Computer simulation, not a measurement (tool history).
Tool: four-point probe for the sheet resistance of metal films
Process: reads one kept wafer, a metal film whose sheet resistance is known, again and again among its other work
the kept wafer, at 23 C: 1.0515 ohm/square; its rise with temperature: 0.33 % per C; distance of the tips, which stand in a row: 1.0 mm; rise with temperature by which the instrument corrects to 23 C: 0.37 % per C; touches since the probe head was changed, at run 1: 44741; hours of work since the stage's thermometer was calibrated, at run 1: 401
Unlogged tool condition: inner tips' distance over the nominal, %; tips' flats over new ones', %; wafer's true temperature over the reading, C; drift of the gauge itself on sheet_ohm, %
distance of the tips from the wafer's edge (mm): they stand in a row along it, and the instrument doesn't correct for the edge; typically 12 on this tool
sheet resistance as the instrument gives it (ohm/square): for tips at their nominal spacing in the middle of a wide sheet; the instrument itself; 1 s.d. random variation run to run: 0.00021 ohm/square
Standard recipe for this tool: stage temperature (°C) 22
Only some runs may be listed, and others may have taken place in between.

run     day  stage temperature (°C)  distance of the tips from the wafer's edge (mm)  touches since the probe head was changed  hours of work since the stage's thermometer was calibrated  sheet resistance as the instrument gives it (ohm/square)
  1       0                      22                                               12                                     44741                                                         401                                                  1.060845
  2   1.083                      22                                               12                                     45586                                                         415                                                  1.061022
  3   1.879                      34                                               12                                     46209                                                         424                                                  1.056926
  4   3.079                      22                                                8                                     47147                                                         439                                                  1.065788
  5   3.871                      22                                                8                                     47766                                                         449                                                  1.065817
  6   4.517                      22                                                8                                     48272                                                         457                                                  1.066354
  7   5.638                      22                                                8                                     49147                                                         471                                                  1.066393
  8   6.962                      22                                                8                                     50182                                                         487                                                  1.066012
  9   8.271                      22                                                8                                     51205                                                         503                                                  1.066454
 10   9.221                      22                                                8                                     51949                                                         515                                                  1.066276
 11  10.262                      22                                                8                                     52761                                                         528                                                  1.066803
 12  11.012                      22                                                8                                     53349                                                         537                                                  1.066326
     11.096  -- stage's thermometer calibrated
 13  12.229                      22                                               56                                     54282                                                          14                                                  1.058005
 14  12.804                      22                                               56                                     54732                                                          21                                                  1.057844
 15  13.742                      22                                               12                                     55463                                                          33                                                   1.06144
 16  14.617                      22                                                3                                     56149                                                          43                                                  1.117175
 17  15.283                      22                                                3                                     56668                                                          52                                                   1.11741
 18  16.546                      22                                               12                                     57657                                                          67                                                  1.061676
     17.479  -- stage's thermometer calibrated, once more
 19  17.554                      22                                               12                                     58427                                                           1                                                  1.062104
 20  18.738                      22                                               13                                     59354                                                          16                                                  1.062138
 21  19.762                      22                                               13                                     60155                                                          28                                                  1.062348
 22  20.992                      29                                               12                                     61114                                                          43                                                  1.060295
 23  22.167                      26                                               15                                     62032                                                          58                                                  1.059448
 24  23.104                      26                                               15                                     62765                                                          69                                                  1.060062
 25  23.771                      22                                                5                                     63286                                                          78                                                  1.080976
 26  24.904                      22                                                5                                     64172                                                          92                                                  1.081374
 27  25.533                      22                                                5                                     64665                                                          99                                                  1.081132
 28  26.267                      26                                                6                                     65238                                                         108                                                  1.073147
 29  27.238                      26                                               10                                     65996                                                         120                                                  1.063412
 30  28.379                      27                                               24                                     66887                                                         135                                                  1.058219
 31  29.662                      27                                               24                                     67893                                                         150                                                  1.058237
 32  30.471                      24                                               26                                     68524                                                         160                                                  1.058926
 33  31.133                      23                                               28                                     69040                                                         169                                                  1.059657
 34  31.921                      18                                                9                                     69655                                                         178                                                  1.067628
 35  33.142                      18                                                9                                     70611                                                         193                                                   1.06788
 36  34.383                      21                                                9                                     71582                                                         209                                                  1.066528
 37  35.558                      24                                               10                                     72499                                                         223                                                  1.064218

Run 38, settings as shown, results not yet in. Your forecast:
 38  36.479                      24                                               10                                     73219                                                         235                                                         ?

sheet resistance as the instrument gives it (ohm/square): 1.06475
On a tool with no hidden condition, and with the same random variation, this run would have come out at sheet resistance as the instrument gives it (ohm/square) 1.057201.
